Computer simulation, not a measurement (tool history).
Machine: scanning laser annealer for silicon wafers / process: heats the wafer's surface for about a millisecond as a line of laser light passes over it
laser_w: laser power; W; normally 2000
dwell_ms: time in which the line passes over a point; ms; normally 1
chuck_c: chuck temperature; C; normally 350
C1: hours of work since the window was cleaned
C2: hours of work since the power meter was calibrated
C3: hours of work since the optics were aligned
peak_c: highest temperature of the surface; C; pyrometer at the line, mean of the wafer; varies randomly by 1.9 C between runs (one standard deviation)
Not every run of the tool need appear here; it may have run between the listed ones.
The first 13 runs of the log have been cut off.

run 14 hour=81.4 | laser_w=1794 dwell_ms=1.02 chuck_c=373 | C1=237 C2=172 C3=300 | peak_c=1045
run 15 hour=85.6 | laser_w=1794 dwell_ms=1.02 chuck_c=373 | C1=239 C2=174 C3=302 | peak_c=1046
run 16 hour=93.2 | laser_w=1794 dwell_ms=1.02 chuck_c=373 | C1=242 C2=177 C3=305 | peak_c=1049
run 17 hour=99.5 | laser_w=1794 dwell_ms=1.02 chuck_c=373 | C1=245 C2=180 C3=308 | peak_c=1047
run 18 hour=106.5 | laser_w=1794 dwell_ms=1.02 chuck_c=373 | C1=248 C2=183 C3=311 | peak_c=1047
run 19 hour=111.8 | laser_w=1794 dwell_ms=1.02 chuck_c=373 | C1=250 C2=186 C3=313 | peak_c=1047
run 20 hour=121.6 | laser_w=2000 dwell_ms=1 chuck_c=350 | C1=255 C2=190 C3=318 | peak_c=1095
run 21 hour=126.6 | laser_w=2000 dwell_ms=1 chuck_c=350 | C1=257 C2=192 C3=320 | peak_c=1094
run 22 hour=135.5 | laser_w=2000 dwell_ms=1 chuck_c=350 | C1=261 C2=196 C3=324 | peak_c=1093
run 23 hour=140.1 | laser_w=1721 dwell_ms=1 chuck_c=384 | C1=263 C2=198 C3=326 | peak_c=1025
run 24 hour=149.8 | laser_w=2188 dwell_ms=1.18 chuck_c=329 | C1=267 C2=202 C3=330 | peak_c=1212
run 25 hour=155.8 | laser_w=2188 dwell_ms=1.18 chuck_c=329 | C1=270 C2=205 C3=333 | peak_c=1213
run 26 hour=162.4 | laser_w=2000 dwell_ms=1 chuck_c=336 | C1=273 C2=208 C3=336 | peak_c=1082
run 27 hour=167.6 | laser_w=1762 dwell_ms=1.11 chuck_c=353 | C1=275 C2=210 C3=338 | peak_c=1045
run 28 hour=173.7 | laser_w=1762 dwell_ms=1.11 chuck_c=353 | C1=278 C2=213 C3=341 | peak_c=1044
run 29 hour=178.4 | laser_w=1743 dwell_ms=0.8 chuck_c=350 | C1=280 C2=215 C3=343 | peak_c=932
run 30 hour=184.9 | laser_w=2000 dwell_ms=0.8 chuck_c=353 | C1=283 C2=218 C3=346 | peak_c=1020
run 31 hour=193.2 | laser_w=2000 dwell_ms=0.8 chuck_c=353 | C1=286 C2=222 C3=350 | peak_c=1023

Predict the results of run 32:
run 32 hour=197.5 | laser_w=2000 dwell_ms=0.8 chuck_c=353 | C1=288 C2=224 C3=351 | peak_c=?

Run 32 measured peak_c 1019 C.
If the tool had no hidden condition, the same run with the same run-to-run variation would have returned peak_c 1020 C.

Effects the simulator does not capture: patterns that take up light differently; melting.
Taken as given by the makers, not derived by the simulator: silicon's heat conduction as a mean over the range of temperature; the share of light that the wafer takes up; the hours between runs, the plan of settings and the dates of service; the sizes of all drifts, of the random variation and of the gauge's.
